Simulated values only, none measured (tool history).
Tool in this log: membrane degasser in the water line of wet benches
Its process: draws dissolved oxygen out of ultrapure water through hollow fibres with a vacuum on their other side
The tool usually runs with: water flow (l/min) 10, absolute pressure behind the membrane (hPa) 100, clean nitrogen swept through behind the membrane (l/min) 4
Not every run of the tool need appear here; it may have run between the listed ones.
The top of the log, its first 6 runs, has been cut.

run,hour,water flow (l/min),absolute pressure behind the membrane (hPa),clean nitrogen swept through behind the membrane (l/min),hours since the membrane was changed,hours since the vacuum gauge was calibrated,hours since the vacuum lines were made tight,dissolved oxygen in the water behind the degasser (ppb),pressure that the water loses in the fibres (hPa)
7,1283.3,10,94,4,13768,770,8712,53,518.2
8,1494.8,10,94,4,13979,982,8924,52.9,521.9
9,1641.4,10,94,4,14126,1128,9071,54.5,515.3
10,1828.3,10,94,4,14313,1315,9257,53.6,520.5
11,2101,10,100,4,14585,1588,9530,58.4,521.4
# hour 2258.6: vacuum gauge calibrated, once more
12,2410.3,10,103,4,14894,152,9839,56.2,523.1
13,2620.2,10,100,3.99,15104,362,10049,55.8,525.5
14,2928.5,12,100,4,15412,670,10357,71.5,629.3
15,3074.2,12,100,4,15558,816,10503,70.9,632.6
16,3284.8,12,100,4,15768,1026,10713,71.8,633.3

The next listed run, before its measurement:
17,3434.2,10,91,5.58,15918,1176,10863,?,?

dissolved oxygen in the water behind the degasser (ppb): 39.3
pressure that the water loses in the fibres (hPa): 524.4
With the hidden condition absent and the run-to-run variation left alone, this run would have shown dissolved oxygen in the water behind the degasser (ppb) 32.8, pressure that the water loses in the fibres (hPa) 480.8.

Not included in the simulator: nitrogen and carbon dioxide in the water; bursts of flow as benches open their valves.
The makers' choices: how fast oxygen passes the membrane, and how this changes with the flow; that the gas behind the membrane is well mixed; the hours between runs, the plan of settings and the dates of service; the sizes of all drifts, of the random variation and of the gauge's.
